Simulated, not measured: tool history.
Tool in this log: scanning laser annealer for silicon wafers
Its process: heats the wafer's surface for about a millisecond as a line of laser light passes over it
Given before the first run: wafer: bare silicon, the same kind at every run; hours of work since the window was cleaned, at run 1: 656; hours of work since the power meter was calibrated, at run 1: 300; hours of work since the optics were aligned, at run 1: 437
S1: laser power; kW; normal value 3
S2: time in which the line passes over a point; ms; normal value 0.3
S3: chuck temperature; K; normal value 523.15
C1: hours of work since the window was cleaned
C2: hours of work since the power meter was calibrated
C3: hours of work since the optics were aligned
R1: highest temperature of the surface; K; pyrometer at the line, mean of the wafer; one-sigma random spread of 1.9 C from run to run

run,day,S1,S2,S3,C1,C2,C3,R1
1,0,3,0.3,523.15,656,300,437,1322.15
2,0.729,3,0.3,523.15,667,311,448,1321.15
3,1.617,3,0.3,523.15,680,324,461,1321.15
4,2.175,3,0.3,523.15,689,332,469,1320.15
5,3.35,3,0.3,516.15,706,350,487,1311.15
6,4.146,3,0.3,516.15,718,362,499,1309.15
7,5.246,3,0.337,516.15,734,378,515,1365.15
8,5.829,2.843,0.3,523.15,743,387,524,1266.15
9,7.05,2.843,0.3,523.15,761,405,542,1265.15
10,7.921,2.606,0.3,523.15,774,418,555,1188.15
11,9.279,2.606,0.3,505.15,795,438,575,1173.15
12,10.183,3,0.3,523.15,808,452,589,1313.15
13,11.304,3,0.3,523.15,825,469,606,1309.15
14,12.438,3,0.3,523.15,842,486,623,1309.15
15,13.792,3,0.3,523.15,862,506,643,1309.15
16,14.912,2.631,0.3,523.15,879,522,660,1194.15
17,15.567,2.631,0.3,523.15,889,532,669,1193.15
18,16.421,2.631,0.3,523.15,901,545,682,1190.15
19,17.233,2.631,0.3,523.15,913,557,694,1192.15
20,18.562,3,0.3,523.15,933,577,714,1304.15
21,19.708,3,0.3,523.15,950,594,731,1307.15
# day 19.992: window over the wafer cleaned
22,20.946,2.894,0.292,510.15,14,611,748,1291.15
23,21.808,2.882,0.233,510.15,27,624,761,1192.15
24,23.142,3.092,0.3,513.15,47,644,781,1373.15
25,23.908,3.151,0.3,523.15,59,656,793,1398.15
26,24.475,2.884,0.284,523.15,67,664,801,1285.15
27,25.758,2.884,0.284,523.15,86,683,820,1285.15
28,26.658,2.884,0.308,523.15,100,697,834,1317.15
29,27.396,2.884,0.308,523.15,111,708,845,1322.15
30,28.275,2.884,0.308,553.15,124,721,858,1350.15
31,29.567,3.078,0.261,490.15,143,740,877,1271.15
32,30.183,2.92,0.284,490.15,152,749,886,1261.15
33,31.517,3.121,0.215,549.15,172,769,906,1259.15
34,32.679,3.121,0.215,549.15,189,787,924,1256.15
35,33.45,3.121,0.373,549.15,201,798,935,1521.15
36,34.042,3.23,0.319,537.15,210,807,944,1467.15
37,34.704,3.227,0.283,523.15,220,817,954,1385.15
38,36.025,2.668,0.215,502.15,239,837,974,1084.15
39,36.892,2.632,0.286,488.15,252,849,986,1165.15
# day 37.154: optics aligned, line set to its width
40,38.317,3.202,0.3,547.15,271,868,17,1438.15

4 ways to go on from here, each from the tool as it stands after run 40. What would each give?
A,39.142,2.628,0.284,496.15,283,880,30,?
B,39.142,2.574,0.243,548.15,283,880,30,?
C,39.142,2.686,0.3,553.15,283,880,30,?
D,39.142,3.244,0.254,523.15,283,880,30,?

run,R1
A,1173.15
B,1151.15
C,1272.15
D,1341.15
With no hidden state in the tool, these same runs would have given:
run,R1
A,1188.15
B,1165.15
C,1288.15
D,1359.15
